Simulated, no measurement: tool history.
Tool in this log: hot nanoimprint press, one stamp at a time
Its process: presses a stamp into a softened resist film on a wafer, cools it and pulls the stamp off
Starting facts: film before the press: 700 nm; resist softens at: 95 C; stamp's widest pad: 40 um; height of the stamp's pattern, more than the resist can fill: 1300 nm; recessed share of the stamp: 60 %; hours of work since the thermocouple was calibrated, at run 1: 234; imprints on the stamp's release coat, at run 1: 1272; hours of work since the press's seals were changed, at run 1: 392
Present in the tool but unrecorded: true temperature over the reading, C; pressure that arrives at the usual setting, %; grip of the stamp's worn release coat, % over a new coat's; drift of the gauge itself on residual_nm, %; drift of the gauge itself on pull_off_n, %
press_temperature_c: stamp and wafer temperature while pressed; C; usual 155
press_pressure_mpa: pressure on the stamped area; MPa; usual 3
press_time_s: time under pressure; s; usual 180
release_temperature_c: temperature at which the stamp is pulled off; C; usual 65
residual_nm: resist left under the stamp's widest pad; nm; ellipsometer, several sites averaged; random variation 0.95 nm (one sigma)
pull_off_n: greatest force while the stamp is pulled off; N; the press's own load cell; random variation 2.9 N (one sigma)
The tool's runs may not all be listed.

run	day	press_temperature_c	press_pressure_mpa	press_time_s	release_temperature_c	hours of work since the thermocouple was calibrated	imprints on the stamp's release coat	hours of work since the press's seals were changed	residual_nm	pull_off_n
1	0	155	3	180	65	234	1272	392	272.4	233
2	0.446	155	3	180	65	239	1289	397	271.6	225
3	1.179	155	3.57	180	65	247	1316	405	252.7	225
4	2.012	155	3.57	180	65	257	1348	414	250.7	228
5	2.683	155	3.57	180	65	264	1373	422	251.4	224
6	3.112	155	3.57	180	65	269	1389	427	251.4	231
7	3.604	155	3.57	180	65	275	1408	432	252.1	225
8	4.083	155	3.57	180	65	280	1426	438	250.1	223
9	4.933	155	3.57	180	65	290	1458	447	250.7	229
# day 5.183: plate thermocouple calibrated
10	5.604	155	3.57	180	65	5	1478	453	250.7	223
11	6.112	155	3	180	70	10	1497	459	269.1	228
12	6.767	155	3	180	62	18	1522	466	270	234
13	7.592	155	3	180	62	27	1553	476	268.5	235
14	8.204	155	3	180	62	34	1576	482	268.5	234
15	8.8	153	3	180	62	41	1598	489	294.4	236
16	9.2	153	2.01	180	65	45	1613	494	347.5	229
17	9.858	151	2.01	196	65	52	1638	501	367.2	230
18	10.283	165	3.42	146	65	57	1654	506	177	228
19	10.662	163	3	305	55	61	1668	510	147.6	238
20	11.312	163	3	236	55	69	1693	517	165.8	244
# day 12.196: stamp cleaned and given a new release coat
21	12.379	148	3.33	302	55	78	6	526	288.6	238
22	12.917	162	1.92	338	65	84	27	533	182	229
23	13.367	165	3.64	354	69	89	43	538	112.4	220
24	14.058	165	3.64	354	69	97	70	545	113.3	222
25	14.554	150	4.03	180	65	102	88	551	297.3	231
26	14.979	155	3.15	180	59	107	104	556	263.3	233
27	15.4	155	3.27	260	65	112	120	560	221.1	228
28	15.983	156	3	180	64	118	142	567	255.4	229
29	16.467	155	2.55	173	65	124	160	572	292.2	226

The logged runs with the hidden state left out (each run's random variation unchanged):
run	residual_nm
1	272.2
2	271.5
3	252.8
4	251.1
5	251.9
6	252
7	252.8
8	251
9	251.8
10	252.2
11	270.9
12	272
13	270.7
14	270.9
15	297.2
16	351
17	371.2
18	179
19	149.3
20	167.8
21	292.5
22	184.6
23	114
24	115
25	302
26	267.6
27	224.8
28	259.9
29	297.5
pull_off_n without the hidden state stays within 2 N of what was measured, in all runs.
